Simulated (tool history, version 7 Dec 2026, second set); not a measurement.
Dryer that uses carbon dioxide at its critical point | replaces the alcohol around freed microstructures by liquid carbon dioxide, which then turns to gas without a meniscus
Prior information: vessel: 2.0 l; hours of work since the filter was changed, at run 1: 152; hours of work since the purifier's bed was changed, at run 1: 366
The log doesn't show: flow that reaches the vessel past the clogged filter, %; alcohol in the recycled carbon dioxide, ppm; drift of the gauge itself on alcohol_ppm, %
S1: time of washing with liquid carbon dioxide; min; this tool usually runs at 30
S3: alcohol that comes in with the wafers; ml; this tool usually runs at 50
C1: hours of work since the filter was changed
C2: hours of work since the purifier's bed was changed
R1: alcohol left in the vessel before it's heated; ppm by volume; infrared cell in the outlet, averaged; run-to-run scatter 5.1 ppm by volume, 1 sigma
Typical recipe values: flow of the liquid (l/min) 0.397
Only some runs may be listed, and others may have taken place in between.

run 1 day=0 | S1=30 flow_of_the_liquid_(l/min)=0.397 S3=50 | C1=152 C2=366 | R1=243
-- day=1.15 inlet filter changed
run 2 day=1.462 | S1=28 flow_of_the_liquid_(l/min)=0.397 S3=50 | C1=6 C2=391 | R1=206
run 3 day=4.338 | S1=28 flow_of_the_liquid_(l/min)=0.397 S3=50 | C1=57 C2=443 | R1=235
run 4 day=7.242 | S1=28 flow_of_the_liquid_(l/min)=0.397 S3=50 | C1=108 C2=494 | R1=305
run 5 day=8.788 | S1=28 flow_of_the_liquid_(l/min)=0.397 S3=50 | C1=136 C2=522 | R1=338
run 6 day=10.588 | S1=28 flow_of_the_liquid_(l/min)=0.397 S3=50 | C1=168 C2=554 | R1=389
-- day=10.942 inlet filter changed
run 7 day=12.475 | S1=31 flow_of_the_liquid_(l/min)=0.397 S3=50 | C1=27 C2=587 | R1=197
run 8 day=13.971 | S1=31 flow_of_the_liquid_(l/min)=0.397 S3=50 | C1=54 C2=613 | R1=212
run 9 day=15.754 | S1=30 flow_of_the_liquid_(l/min)=0.318 S3=50 | C1=86 C2=645 | R1=499
run 10 day=17.021 | S1=30 flow_of_the_liquid_(l/min)=0.318 S3=50 | C1=108 C2=667 | R1=529
run 11 day=19.546 | S1=30 flow_of_the_liquid_(l/min)=0.318 S3=50 | C1=153 C2=712 | R1=632
-- day=20.746 inlet filter changed
run 12 day=22.075 | S1=46 flow_of_the_liquid_(l/min)=0.397 S3=50 | C1=24 C2=757 | R1=188
run 13 day=24.388 | S1=46 flow_of_the_liquid_(l/min)=0.397 S3=50 | C1=65 C2=798 | R1=190
run 14 day=26.646 | S1=46 flow_of_the_liquid_(l/min)=0.397 S3=50 | C1=105 C2=838 | R1=208
run 15 day=28.371 | S1=46 flow_of_the_liquid_(l/min)=0.397 S3=50 | C1=136 C2=869 | R1=213
run 16 day=30.3 | S1=30 flow_of_the_liquid_(l/min)=0.576 S3=50 | C1=170 C2=903 | R1=219
-- day=30.592 inlet filter changed
run 17 day=32.488 | S1=36 flow_of_the_liquid_(l/min)=0.397 S3=50 | C1=34 C2=941 | R1=250
run 18 day=34.879 | S1=36 flow_of_the_liquid_(l/min)=0.397 S3=50 | C1=76 C2=984 | R1=265
run 19 day=36.429 | S1=28 flow_of_the_liquid_(l/min)=0.397 S3=50 | C1=104 C2=1011 | R1=423
run 20 day=38.9 | S1=28 flow_of_the_liquid_(l/min)=0.397 S3=50 | C1=148 C2=1055 | R1=461
-- day=40.3 inlet filter changed
run 21 day=41.092 | S1=19 flow_of_the_liquid_(l/min)=0.397 S3=111 | C1=14 C2=1094 | R1=1743
run 22 day=42.454 | S1=19 flow_of_the_liquid_(l/min)=0.397 S3=111 | C1=38 C2=1118 | R1=1860
run 23 day=43.75 | S1=46 flow_of_the_liquid_(l/min)=0.43 S3=35 | C1=61 C2=1141 | R1=259
-- day=45.558 purifier's bed changed
run 24 day=46.642 | S1=46 flow_of_the_liquid_(l/min)=0.43 S3=35 | C1=111 C2=19 | R1=13
run 25 day=48.542 | S1=23 flow_of_the_liquid_(l/min)=0.397 S3=34 | C1=144 C2=53 | R1=379
-- day=50.171 inlet filter changed
run 26 day=51.1 | S1=23 flow_of_the_liquid_(l/min)=0.397 S3=34 | C1=17 C2=98 | R1=232
run 27 day=53.8 | S1=19 flow_of_the_liquid_(l/min)=0.251 S3=36 | C1=65 C2=146 | R1=2162
run 28 day=56.329 | S1=19 flow_of_the_liquid_(l/min)=0.251 S3=36 | C1=110 C2=191 | R1=2321
run 29 day=58.708 | S1=44 flow_of_the_liquid_(l/min)=0.397 S3=50 | C1=152 C2=233 | R1=79
-- day=59.962 inlet filter changed
run 30 day=60.229 | S1=44 flow_of_the_liquid_(l/min)=0.41 S3=85 | C1=5 C2=260 | R1=70
run 31 day=62.158 | S1=30 flow_of_the_liquid_(l/min)=0.49 S3=68 | C1=39 C2=294 | R1=108
run 32 day=64.958 | S1=30 flow_of_the_liquid_(l/min)=0.49 S3=68 | C1=89 C2=344 | R1=126
run 33 day=67.125 | S1=30 flow_of_the_liquid_(l/min)=0.63 S3=101 | C1=127 C2=382 | R1=104
run 34 day=69.208 | S1=27 flow_of_the_liquid_(l/min)=0.502 S3=77 | C1=165 C2=419 | R1=243
-- day=69.704 inlet filter changed
run 35 day=71.05 | S1=27 flow_of_the_liquid_(l/min)=0.502 S3=77 | C1=24 C2=452 | R1=154
run 36 day=72.429 | S1=42 flow_of_the_liquid_(l/min)=0.27 S3=42 | C1=48 C2=476 | R1=228
run 37 day=75.096 | S1=42 flow_of_the_liquid_(l/min)=0.27 S3=42 | C1=96 C2=523 | R1=275
run 38 day=77.638 | S1=31 flow_of_the_liquid_(l/min)=0.27 S3=42 | C1=141 C2=569 | R1=811
-- day=79.433 inlet filter changed
run 39 day=80.358 | S1=30 flow_of_the_liquid_(l/min)=0.545 S3=50 | C1=16 C2=616 | R1=153
run 40 day=82.571 | S1=34 flow_of_the_liquid_(l/min)=0.546 S3=120 | C1=56 C2=656 | R1=159

Each row is a separate what-if for the run after 40, all from the same tool condition, not one after another. Results?
run A day=85.2 | S1=34 flow_of_the_liquid_(l/min)=0.546 S3=26 | C1=103 C2=703 | R1=?
run B day=85.2 | S1=22 flow_of_the_liquid_(l/min)=0.367 S3=84 | C1=103 C2=703 | R1=?
run C day=85.2 | S1=34 flow_of_the_liquid_(l/min)=0.296 S3=120 | C1=103 C2=703 | R1=?
run D day=85.2 | S1=34 flow_of_the_liquid_(l/min)=0.633 S3=33 | C1=103 C2=703 | R1=?

run=A R1=163
run=B R1=1350
run=C R1=911
run=D R1=165
Had the tool no hidden state, the same runs would have come out as:
run=A R1=5
run=B R1=793
run=C R1=452
run=D R1=6

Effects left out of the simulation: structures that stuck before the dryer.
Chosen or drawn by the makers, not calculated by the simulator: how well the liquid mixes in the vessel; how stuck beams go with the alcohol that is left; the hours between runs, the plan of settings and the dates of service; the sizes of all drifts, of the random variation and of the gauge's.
